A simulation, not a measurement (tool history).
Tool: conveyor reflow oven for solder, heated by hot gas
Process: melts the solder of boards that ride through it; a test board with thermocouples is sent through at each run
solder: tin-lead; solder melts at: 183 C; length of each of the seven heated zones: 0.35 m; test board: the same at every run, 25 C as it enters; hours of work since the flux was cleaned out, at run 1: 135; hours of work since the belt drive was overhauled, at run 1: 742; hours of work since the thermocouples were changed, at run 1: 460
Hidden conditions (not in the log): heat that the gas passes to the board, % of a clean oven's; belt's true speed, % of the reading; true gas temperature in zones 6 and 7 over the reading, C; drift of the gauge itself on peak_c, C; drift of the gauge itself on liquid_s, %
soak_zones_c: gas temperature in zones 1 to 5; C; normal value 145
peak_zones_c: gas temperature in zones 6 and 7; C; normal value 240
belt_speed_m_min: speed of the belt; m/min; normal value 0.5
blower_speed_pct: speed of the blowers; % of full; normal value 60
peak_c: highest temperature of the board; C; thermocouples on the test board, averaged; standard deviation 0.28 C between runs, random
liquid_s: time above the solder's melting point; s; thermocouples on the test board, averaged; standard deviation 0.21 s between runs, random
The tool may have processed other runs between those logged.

| run | hour | soak_zones_c | peak_zones_c | belt_speed_m_min | blower_speed_pct | hours of work since the flux was cleaned out | hours of work since the belt drive was overhauled | hours of work since the thermocouples were changed | peak_c | liquid_s |
|---|---|---|---|---|---|---|---|---|---|---|
| 1 | 0 | 145 | 240 | 0.5 | 60 | 135 | 742 | 460 | 223.2 | 72 |
| 2 | 28.1 | 145 | 240 | 0.5 | 60 | 149 | 755 | 473 | 223.3 | 71.9 |
| 3 | 73.1 | 145 | 240 | 0.5 | 60 | 170 | 776 | 494 | 223 | 71.3 |
| 4 | 133.8 | 145 | 240 | 0.5 | 60 | 198 | 805 | 523 | 222.7 | 71.2 |
| 5 | 172.3 | 145 | 240 | 0.5 | 60 | 216 | 823 | 541 | 222.8 | 71.3 |
| 6 | 234.3 | 145 | 240 | 0.5 | 58 | 246 | 852 | 570 | 222.2 | 70.4 |
| 7 | 298.4 | 145 | 251 | 0.5 | 58 | 276 | 882 | 600 | 231.2 | 77.2 |
| 8 | 331.5 | 145 | 229 | 0.5 | 60 | 291 | 898 | 616 | 213.2 | 63.3 |
| 9 | 390.6 | 145 | 229 | 0.5 | 60 | 319 | 926 | 643 | 212.1 | 62.8 |
| 10 | 422.7 | 145 | 229 | 0.5 | 60 | 334 | 941 | 658 | 212.3 | 62.9 |
| 11 | 454 | 145 | 229 | 0.5 | 60 | 349 | 955 | 673 | 212.2 | 62.8 |
| 12 | 482.1 | 145 | 229 | 0.5 | 60 | 362 | 969 | 686 | 212.6 | 62.4 |
| 13 | 527 | 143 | 240 | 0.5 | 60 | 383 | 990 | 708 | 221.1 | 69.3 |
|  | 575.7 | flux residue cleaned out of gas plates and filters |
| 14 | 575.7 | 143 | 240 | 0.5 | 60 | 0 | 1010 | 728 | 224.2 | 72.5 |
| 15 | 610.5 | 143 | 240 | 0.5 | 60 | 16 | 1027 | 744 | 224 | 71.9 |
| 16 | 647.3 | 133 | 240 | 0.5 | 83 | 34 | 1044 | 762 | 228.3 | 71.7 |
| 17 | 701.1 | 136 | 240 | 0.525 | 83 | 59 | 1069 | 787 | 226.4 | 67.9 |
| 18 | 729.1 | 136 | 240 | 0.525 | 83 | 72 | 1082 | 800 | 226.5 | 68.4 |
| 19 | 786.2 | 145 | 240 | 0.405 | 80 | 99 | 1109 | 827 | 232.9 | 97.4 |
| 20 | 850.9 | 145 | 240 | 0.405 | 80 | 129 | 1140 | 858 | 232.1 | 97.3 |
| 21 | 900.1 | 145 | 240 | 0.405 | 80 | 153 | 1163 | 881 | 232.3 | 97.8 |
|  | 932.4 | thermocouples of zones 6 and 7 changed |
| 22 | 935 | 148 | 248 | 0.5 | 60 | 168 | 1178 | 1 | 231.3 | 78.8 |

Expected results for the next run?
| 23 | 996.2 | 148 | 248 | 0.5 | 60 | 197 | 1207 | 30 | ? | ? |

Run 23 came out at peak_c 231.6 C, liquid_s 79.1 s.
With the hidden condition absent and the run-to-run variation left alone, this run would have shown peak_c 232.2 C, liquid_s 77.1 s.
